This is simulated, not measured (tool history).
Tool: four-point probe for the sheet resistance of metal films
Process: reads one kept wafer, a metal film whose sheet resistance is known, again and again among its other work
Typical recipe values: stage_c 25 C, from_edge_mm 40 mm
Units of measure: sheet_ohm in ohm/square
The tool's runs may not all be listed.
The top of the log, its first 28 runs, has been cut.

| run | hour | stage_c | from_edge_mm | sheet_ohm |
|---|---|---|---|---|
| 29 | 422.7 | 20 | 30 | 1.924662 |
| 30 | 440.6 | 25 | 22 | 1.93334 |
| 31 | 451.7 | 34 | 22 | 1.948592 |
| 32 | 462.5 | 18 | 22 | 1.922172 |
| 33 | 482.8 | 21 | 3 | 2.032686 |
| 34 | 501 | 21 | 40 | 1.92475 |
| 35 | 512.2 | 21 | 40 | 1.925557 |
| 36 | 528.5 | 21 | 40 | 1.925685 |
| 37 | 547.5 | 21 | 37 | 1.925962 |
| 38 | 567.8 | 24 | 4 | 1.992759 |
| 39 | 578.3 | 22 | 37 | 1.927724 |
| 40 | 596.8 | 22 | 37 | 1.927413 |
| 41 | 612.6 | 24 | 40 | 1.930647 |
| 42 | 623.5 | 24 | 33 | 1.930859 |
| 43 | 638.7 | 23 | 20 | 1.931362 |
| 44 | 657.3 | 29 | 28 | 1.939765 |

Forecast each of these 5 alternatives for the next run:
| A | 678.8 | 35 | 40 | ? |
| B | 678.8 | 19 | 33 | ? |
| C | 678.8 | 31 | 40 | ? |
| D | 678.8 | 28 | 28 | ? |
| E | 678.8 | 27 | 5 | ? |

| run | sheet_ohm |
|---|---|
| A | 1.947187 |
| B | 1.923158 |
| C | 1.941802 |
| D | 1.937826 |
| E | 1.975878 |
Without the tool's unlogged condition, the same runs would have read:
| run | sheet_ohm |
|---|---|
| A | 1.933249 |
| B | 1.909381 |
| C | 1.927899 |
| D | 1.92395 |
| E | 1.961752 |
